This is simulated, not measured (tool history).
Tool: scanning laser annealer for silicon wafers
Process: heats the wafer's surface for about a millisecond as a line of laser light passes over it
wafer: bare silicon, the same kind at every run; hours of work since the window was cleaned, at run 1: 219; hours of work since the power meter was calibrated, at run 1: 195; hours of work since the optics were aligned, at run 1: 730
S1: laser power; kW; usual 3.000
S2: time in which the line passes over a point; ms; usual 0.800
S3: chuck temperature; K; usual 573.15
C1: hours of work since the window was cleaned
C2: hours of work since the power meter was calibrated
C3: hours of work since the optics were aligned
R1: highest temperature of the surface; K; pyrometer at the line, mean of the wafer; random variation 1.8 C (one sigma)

run    day     S1     S2      S3   C1   C2   C3       R1
  1  0.000  3.000  0.800  573.15  219  195  730  1316.15
  2  0.750  3.000  0.800  573.15  231  207  742  1315.15
  3  1.454  3.000  0.800  573.15  242  218  753  1313.15
  4  2.508  3.249  0.800  573.15  259  235  769  1384.15
  5  3.233  3.099  0.800  573.15  270  246  781  1343.15
  6  3.917  3.256  0.622  568.15  281  257  792  1301.15
  7  4.417  2.785  0.622  543.15  289  265  800  1157.15
  8  5.312  3.000  0.800  610.15  303  279  814  1353.15
  9  6.000  3.255  0.639  537.15  314  290  825  1279.15

The next listed run, before its measurement:
 10  6.533  2.761  0.699  576.15  322  299  833   ?

R1: 1214.15 K
Without the tool's hidden state the same run would have given R1 1215.15 K.

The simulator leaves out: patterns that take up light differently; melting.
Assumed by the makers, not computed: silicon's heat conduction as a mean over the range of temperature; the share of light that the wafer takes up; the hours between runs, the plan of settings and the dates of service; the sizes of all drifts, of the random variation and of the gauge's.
